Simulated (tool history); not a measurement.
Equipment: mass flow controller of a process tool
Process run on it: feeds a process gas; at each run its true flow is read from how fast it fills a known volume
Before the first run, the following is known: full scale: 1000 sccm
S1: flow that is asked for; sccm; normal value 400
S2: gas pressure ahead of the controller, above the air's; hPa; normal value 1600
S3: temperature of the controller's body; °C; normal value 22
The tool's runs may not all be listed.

{"run": 1, "hour": 0.0, "S1": 400, "S2": 1600, "S3": 22, "true flow (%)": 99.11}
{"run": 2, "hour": 297.6, "S1": 400, "S2": 1420, "S3": 22, "true flow (%)": 98.83}
{"run": 3, "hour": 620.8, "S1": 400, "S2": 1600, "S3": 22, "true flow (%)": 98.83}
{"run": 4, "hour": 959.6, "S1": 400, "S2": 1600, "S3": 22, "true flow (%)": 98.85}
{"run": 5, "hour": 1439.2, "S1": 400, "S2": 1600, "S3": 22, "true flow (%)": 98.84}
{"run": 6, "hour": 1675.7, "S1": 400, "S2": 1600, "S3": 22, "true flow (%)": 98.8}
{"run": 7, "hour": 2181.3, "S1": 400, "S2": 1600, "S3": 22, "true flow (%)": 98.82}
{"run": 8, "hour": 2552.9, "S1": 400, "S2": 1600, "S3": 22, "true flow (%)": 98.64}
{"run": 9, "hour": 2866.8, "S1": 400, "S2": 1740, "S3": 37, "true flow (%)": 99.83}
{"run": 10, "hour": 3206.2, "S1": 856, "S2": 1830, "S3": 23, "true flow (%)": 99.39}
{"run": 11, "hour": 3612.8, "S1": 252, "S2": 2730, "S3": 31, "true flow (%)": 99.67}

Each row is a separate what-if for the run after 11, all from the same tool condition, not one after another. Results?
{"run": "A", "hour": 4149.8, "S1": 252, "S2": 1590, "S3": 40, "true flow (%)": "?"}
{"run": "B", "hour": 4149.8, "S1": 143, "S2": 2730, "S3": 34, "true flow (%)": "?"}
{"run": "C", "hour": 4149.8, "S1": 443, "S2": 1600, "S3": 21, "true flow (%)": "?"}
{"run": "D", "hour": 4149.8, "S1": 280, "S2": 2730, "S3": 37, "true flow (%)": "?"}

run=A true_flow_(%)=99.77
run=B true_flow_(%)=99.68
run=C true_flow_(%)=98.51
run=D true_flow_(%)=100.1
What these runs would have given with no unlogged condition in the tool:
run=A true_flow_(%)=100.25
run=B true_flow_(%)=100.17
run=C true_flow_(%)=98.98
run=D true_flow_(%)=100.58
